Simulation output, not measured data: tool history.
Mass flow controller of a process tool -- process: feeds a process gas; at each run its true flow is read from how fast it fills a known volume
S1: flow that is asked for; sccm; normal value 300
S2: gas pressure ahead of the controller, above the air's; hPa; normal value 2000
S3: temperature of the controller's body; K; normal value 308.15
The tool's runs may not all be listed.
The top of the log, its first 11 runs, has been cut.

run 12 hour=882.6 | S1=300 S2=1440 S3=308.15 | true_flow_(%)=101.73
run 13 hour=960.0 | S1=300 S2=2000 S3=301.15 | true_flow_(%)=101.01
run 14 hour=1061.4 | S1=300 S2=2000 S3=301.15 | true_flow_(%)=101.20
run 15 hour=1162.7 | S1=300 S2=1820 S3=301.15 | true_flow_(%)=101.52
run 16 hour=1217.5 | S1=193 S2=2000 S3=308.15 | true_flow_(%)=101.72
-- hour=1252.2 gauge calibrated
run 17 hour=1277.0 | S1=300 S2=2000 S3=298.15 | true_flow_(%)=99.69
run 18 hour=1335.3 | S1=300 S2=2000 S3=293.15 | true_flow_(%)=99.48
run 19 hour=1441.6 | S1=300 S2=2000 S3=293.15 | true_flow_(%)=99.39
run 20 hour=1527.1 | S1=300 S2=2000 S3=293.15 | true_flow_(%)=99.52
run 21 hour=1636.9 | S1=300 S2=2000 S3=308.15 | true_flow_(%)=100.72
run 22 hour=1717.6 | S1=300 S2=2000 S3=308.15 | true_flow_(%)=100.62
run 23 hour=1821.7 | S1=300 S2=2000 S3=308.15 | true_flow_(%)=100.96
run 24 hour=1912.1 | S1=300 S2=2000 S3=308.15 | true_flow_(%)=101.08
run 25 hour=2031.1 | S1=300 S2=1490 S3=312.15 | true_flow_(%)=101.71
run 26 hour=2141.3 | S1=448 S2=2000 S3=307.15 | true_flow_(%)=101.35
run 27 hour=2205.7 | S1=300 S2=2160 S3=312.15 | true_flow_(%)=101.60
run 28 hour=2273.7 | S1=300 S2=2160 S3=312.15 | true_flow_(%)=101.85
run 29 hour=2352.5 | S1=300 S2=2160 S3=312.15 | true_flow_(%)=101.70
run 30 hour=2466.6 | S1=456 S2=2160 S3=306.15 | true_flow_(%)=101.74
run 31 hour=2561.3 | S1=456 S2=2160 S3=306.15 | true_flow_(%)=101.77
run 32 hour=2656.7 | S1=456 S2=2530 S3=303.15 | true_flow_(%)=101.39
-- hour=2720.6 gauge calibrated
run 33 hour=2720.6 | S1=456 S2=2530 S3=303.15 | true_flow_(%)=99.58

Predict the results of run 34:
run 34 hour=2787.0 | S1=227 S2=1920 S3=304.15 | true_flow_(%)=?

{"run 34": {"true flow (%)": 99.8}}
With no hidden state in the tool, this same run would have given true flow (%) 99.71.
